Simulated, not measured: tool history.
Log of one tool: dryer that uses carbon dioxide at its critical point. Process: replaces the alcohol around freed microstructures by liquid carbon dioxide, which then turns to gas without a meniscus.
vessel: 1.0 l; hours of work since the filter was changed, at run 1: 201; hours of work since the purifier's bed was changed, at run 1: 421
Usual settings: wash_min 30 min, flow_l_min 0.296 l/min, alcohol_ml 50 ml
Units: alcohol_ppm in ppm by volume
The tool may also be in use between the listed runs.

run	day	wash_min	flow_l_min	alcohol_ml	hours of work since the filter was changed	hours of work since the purifier's bed was changed	alcohol_ppm
1	0.000	30	0.296	50	201	421	120
2	0.662	30	0.328	50	212	432	118
3	1.312	30	0.296	50	223	443	135
4	1.850	30	0.296	50	232	452	138
5	2.167	30	0.296	50	237	457	150
6	2.758	30	0.296	50	247	467	153
7	3.375	30	0.296	50	257	477	154
8	4.008	30	0.296	69	268	488	177
9	4.300	30	0.296	69	273	493	177
10	4.771	30	0.296	69	281	500	174
11	5.108	30	0.296	50	286	506	165
12	5.496	30	0.296	50	293	512	152
13	6.171	30	0.296	50	304	524	153
14	6.496	30	0.296	50	309	529	171
15	6.950	30	0.296	50	317	537	167
16	7.642	30	0.214	50	328	548	492
17	8.021	30	0.214	50	335	554	501
18	8.429	30	0.296	79	342	561	218
19	8.812	30	0.296	79	348	568	217
20	9.200	30	0.296	79	354	574	232
21	9.904	30	0.296	79	366	586	217
22	10.533	30	0.296	79	377	596	232
23	11.154	30	0.296	79	387	607	239
24	11.588	41	0.269	28	394	614	131
25	12.250	36	0.320	44	405	625	136
# day 12.500: inlet filter changed
26	12.633	30	0.241	50	2	630	230
27	13.067	30	0.241	50	9	638	239
28	13.396	30	0.241	50	15	643	245
29	14.104	43	0.291	54	27	655	140
30	14.475	43	0.291	54	33	661	139
31	14.996	30	0.296	82	41	670	182
32	15.292	30	0.296	82	46	675	185
33	15.992	30	0.437	49	58	686	144
34	16.392	37	0.225	48	65	693	191
35	17.025	30	0.301	21	75	704	164
36	17.525	30	0.301	21	84	712	161
37	18.075	30	0.301	21	93	721	161
38	18.771	23	0.436	50	104	733	152
39	19.296	44	0.272	93	113	741	162

Forecast run 40:
40	19.767	30	0.263	59	121	749	?

{"run 40": {"alcohol_ppm": 247}}
Without the tool's hidden state the same run would have given alcohol_ppm 70 ppm by volume.
